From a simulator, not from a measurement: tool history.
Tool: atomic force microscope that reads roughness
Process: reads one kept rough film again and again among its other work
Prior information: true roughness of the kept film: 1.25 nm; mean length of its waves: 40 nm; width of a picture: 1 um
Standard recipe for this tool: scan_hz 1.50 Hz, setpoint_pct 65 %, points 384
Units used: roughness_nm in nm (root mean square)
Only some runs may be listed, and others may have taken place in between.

run   hour  scan_hz  setpoint_pct  points  roughness_nm
  1    0.0     1.50            65     384         1.138
  2   19.6     1.50            65     384         1.124
      26.6  -- new tip fitted
  3   30.5     1.50            65     384         1.151
  4   44.1     1.50            65     384         1.142
  5   64.0     1.50            65     384         1.130
      77.9  -- new tip fitted
  6   79.1     1.50            65     384         1.156
  7   99.7     1.50            86     384         1.027
  8  115.9     1.49            65     384         1.122
     129.4  -- new tip fitted
  9  135.0     1.49            65     384         1.151
 10  154.5     1.49            65     384         1.137
 11  169.0     1.49            65     384         1.128
     181.3  -- new tip fitted
 12  181.4     1.49            65     384         1.163
 13  201.2     1.49            65     384         1.144
 14  214.9     1.49            65     384         1.136
     233.0  -- new tip fitted
 15  233.9     1.49            65     384         1.157
 16  251.2     1.82            65     384         1.123
 17  264.6     1.82            65     384         1.113
     285.3  -- new tip fitted
 18  285.3     1.82            65     384         1.151
 19  300.9     1.82            65     384         1.132
 20  320.1     1.35            65     384         1.134
 21  329.8     1.35            65     384         1.128
     332.3  -- height scale calibrated on a step standard
     337.6  -- new tip fitted
 22  348.1     1.50            65     384         1.160
 23  358.7     1.50            79     384         1.083
 24  380.2     1.50            83     384         1.038
     388.9  -- new tip fitted
 25  392.1     1.50            83     384         1.066
 26  407.9     1.50            83     384         1.059
 27  420.2     2.66            84     384         0.947
 28  430.2     1.19            60     384         1.158
     441.6  -- new tip fitted
 29  444.2     1.19            60     384         1.189
     451.2  -- height scale calibrated on a step standard, once more
 30  463.5     1.19            60     384         1.151
 31  476.4     3.65            87     778         0.830
 32  485.8     0.87            56     348         1.144
     494.2  -- new tip fitted
 33  499.3     0.87            56     348         1.183
 34  518.8     0.87            56     348         1.164
 35  539.2     0.87            56     348         1.147
     546.4  -- new tip fitted
 36  551.7     0.73            65     405         1.170
 37  567.4     3.94            65     405         1.039
 38  582.0     1.55            85     384         1.009
 39  595.1     1.55            85     384         1.006
     599.0  -- new tip fitted
 40  614.8     2.12            81     522         1.009
 41  631.9     2.12            81     522         0.998
 42  643.0     1.18            81     522         1.067
     651.2  -- new tip fitted
 43  663.9     1.18            81     522         1.084
 44  678.4     1.18            81     522         1.079
 45  694.0     1.35            65     578         1.113
     702.6  -- new tip fitted
 46  708.6     2.58            65     384         1.096
 47  723.4     2.44            70     558         1.067
 48  740.6     0.85            70     558         1.133
 49  750.7     0.85            70     558         1.127
     754.7  -- new tip fitted
 50  770.6     0.85            70     558         1.153
 51  789.3     0.85            70     558         1.138
     806.4  -- new tip fitted
 52  806.7     0.85            89     979         1.097

Here are 3 independent what-if runs from the current tool condition. What would each one return?
  A  826.3     0.51            60     401             ?
  B  826.3     1.50            67     384             ?
  C  826.3     1.36            71     345             ?

run  roughness_nm
  A         1.178
  B         1.128
  C         1.116
Had the tool no hidden state, the same runs would have come out as:
run  roughness_nm
  A         1.190
  B         1.139
  C         1.128
